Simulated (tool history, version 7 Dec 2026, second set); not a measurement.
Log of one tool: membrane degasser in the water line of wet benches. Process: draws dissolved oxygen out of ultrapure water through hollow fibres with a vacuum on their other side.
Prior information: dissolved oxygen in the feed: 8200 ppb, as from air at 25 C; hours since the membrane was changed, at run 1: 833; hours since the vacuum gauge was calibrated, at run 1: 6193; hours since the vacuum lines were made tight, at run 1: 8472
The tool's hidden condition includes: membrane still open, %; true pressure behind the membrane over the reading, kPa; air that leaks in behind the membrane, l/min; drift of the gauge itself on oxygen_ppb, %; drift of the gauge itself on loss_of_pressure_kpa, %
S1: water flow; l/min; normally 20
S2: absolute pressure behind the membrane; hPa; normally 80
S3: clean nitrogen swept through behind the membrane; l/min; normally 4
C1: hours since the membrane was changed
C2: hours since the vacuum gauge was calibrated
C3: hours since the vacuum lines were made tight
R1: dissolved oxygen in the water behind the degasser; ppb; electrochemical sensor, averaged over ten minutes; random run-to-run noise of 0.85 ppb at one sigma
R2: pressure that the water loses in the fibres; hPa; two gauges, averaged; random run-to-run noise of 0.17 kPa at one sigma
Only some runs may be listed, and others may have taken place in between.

Run 1, hour 0: usual settings; C1 833; C2 6193; C3 8472. Result: R1 81.7 ppb, R2 279.7 hPa.
Run 2, hour 44.4: usual settings; C1 878; C2 6237; C3 8516. Result: R1 82.5 ppb, R2 278.7 hPa.
Run 3, hour 72.2: usual settings but S1 26 l/min; C1 906; C2 6265; C3 8544. Result: R1 127.2 ppb, R2 359.7 hPa.
Run 4, hour 116.6: usual settings but S1 26 l/min; C1 950; C2 6309; C3 8588. Result: R1 128.6 ppb, R2 361.2 hPa.
Run 5, hour 146.8: usual settings but S1 18 l/min; C1 980; C2 6339; C3 8619. Result: R1 66.8 ppb, R2 250.9 hPa.
Run 6, hour 176.4: usual settings but S1 18 l/min; C1 1010; C2 6369; C3 8648. Result: R1 67.6 ppb, R2 249.7 hPa.
Run 7, hour 207.8: usual settings but S1 18 l/min; C1 1041; C2 6400; C3 8680. Result: R1 68.8 ppb, R2 252.6 hPa.
Run 8, hour 228.4: usual settings but S1 18 l/min; C1 1062; C2 6421; C3 8700. Result: R1 67.7 ppb, R2 251.4 hPa.
At hour 245.6: vacuum gauge calibrated.
Run 9, hour 259.2: usual settings but S1 18 l/min; C1 1092; C2 14; C3 8731. Result: R1 66.9 ppb, R2 251.1 hPa.
Run 10, hour 294.1: usual settings; C1 1127; C2 49; C3 8765. Result: R1 78.8 ppb, R2 279.7 hPa.
Run 11, hour 326.1: usual settings; C1 1159; C2 81; C3 8797. Result: R1 79.8 ppb, R2 280.3 hPa.
Run 12, hour 370.9: usual settings; C1 1204; C2 125; C3 8842. Result: R1 80.1 ppb, R2 279.7 hPa.
Run 13, hour 412.4: usual settings; C1 1245; C2 167; C3 8884. Result: R1 80 ppb, R2 281.7 hPa.
Run 14, hour 444.4: usual settings; C1 1277; C2 199; C3 8916. Result: R1 81.3 ppb, R2 277.8 hPa.
Run 15, hour 468.6: usual settings but S3 1.67 l/min; C1 1302; C2 223; C3 8940. Result: R1 154.9 ppb, R2 279.4 hPa.
Run 16, hour 498.2: usual settings but S3 2.69 l/min; C1 1331; C2 253; C3 8970. Result: R1 107.1 ppb, R2 278.4 hPa.
Run 17, hour 534.1: usual settings but S2 197.7 hPa; C1 1367; C2 289; C3 9005. Result: R1 221.4 ppb, R2 277.8 hPa.
Run 18, hour 555.6: usual settings but S1 14 l/min, S3 5.52 l/min; C1 1389; C2 310; C3 9027. Result: R1 35.8 ppb, R2 194.8 hPa.
Run 19, hour 577.4: usual settings but S1 25 l/min, S2 134.3 hPa, S3 2.93 l/min; C1 1410; C2 332; C3 9049. Result: R1 250 ppb, R2 351 hPa.
Run 20, hour 602.3: usual settings but S1 25 l/min, S2 134.3 hPa, S3 2.93 l/min; C1 1435; C2 357; C3 9074. Result: R1 253.8 ppb, R2 350.7 hPa.
Run 21, hour 623.8: usual settings but S1 25 l/min, S2 134.3 hPa, S3 2.93 l/min; C1 1457; C2 378; C3 9095. Result: R1 256.8 ppb, R2 347.6 hPa.
Run 22, hour 646.1: usual settings but S1 13 l/min, S2 61.8 hPa, S3 6.37 l/min; C1 1479; C2 401; C3 9117. Result: R1 19.2 ppb, R2 180.7 hPa.
Run 23, hour 682.5: usual settings but S1 16 l/min, S2 68.6 hPa, S3 3.32 l/min; C1 1515; C2 437; C3 9154. Result: R1 52 ppb, R2 221.2 hPa.
Run 24, hour 704.9: usual settings but S1 16 l/min, S2 68.6 hPa, S3 3.32 l/min; C1 1538; C2 459; C3 9176. Result: R1 53 ppb, R2 223.4 hPa.
Run 25, hour 738.8: usual settings but S1 16 l/min, S2 68.6 hPa, S3 3.32 l/min; C1 1572; C2 493; C3 9210. Result: R1 52.6 ppb, R2 221.1 hPa.
Run 26, hour 781.6: usual settings but S1 13 l/min, S3 1.86 l/min; C1 1615; C2 536; C3 9253. Result: R1 85 ppb, R2 180.3 hPa.
Run 27, hour 806.9: usual settings but S1 24 l/min, S2 83.5 hPa, S3 11.48 l/min; C1 1640; C2 561; C3 9278. Result: R1 69.9 ppb, R2 339.8 hPa.
Run 28, hour 844.7: usual settings but S1 18 l/min, S2 114.2 hPa, S3 3.76 l/min; C1 1678; C2 599; C3 9316. Result: R1 109.6 ppb, R2 248.8 hPa.
Run 29, hour 880.9: usual settings but S1 22 l/min, S2 199.5 hPa, S3 7.81 l/min; C1 1714; C2 635; C3 9352. Result: R1 148.9 ppb, R2 309.8 hPa.
Run 30, hour 914.6: usual settings but S1 22 l/min, S2 199.5 hPa, S3 7.81 l/min; C1 1748; C2 669; C3 9386. Result: R1 147.4 ppb, R2 307.1 hPa.
Run 31, hour 941.6: usual settings but S1 21 l/min, S2 103.2 hPa, S3 2.03 l/min; C1 1775; C2 696; C3 9413. Result: R1 198.4 ppb, R2 292.2 hPa.
Run 32, hour 965.4: usual settings but S1 22 l/min, S2 181.5 hPa; C1 1798; C2 720; C3 9437. Result: R1 228 ppb, R2 306.8 hPa.

Consider 3 possible next runs. They are alternatives, not a sequence: every one starts from the tool as it was left by run 32. What does each give?
Run A, hour 987.2: usual settings but S2 178 hPa, S3 6.74 l/min; C1 1820; C2 742; C3 9459. Result: R1 ?, R2 ?.
Run B, hour 987.2: usual settings but S1 18 l/min, S2 59.9 hPa, S3 5.97 l/min; C1 1820; C2 742; C3 9459. Result: R1 ?, R2 ?.
Run C, hour 987.2: usual settings but S1 14 l/min, S2 48.1 hPa; C1 1820; C2 742; C3 9459. Result: R1 ?, R2 ?.

run     R1     R2
  A  128.4  279.3
  B   35.9  252.8
  C   19.2  196.9
Take away the tool's hidden state, keep each run's random variation, and the runs would have read:
run     R1     R2
  A  126.8  277.9
  B   35.2  251.6
  C   18.7    196
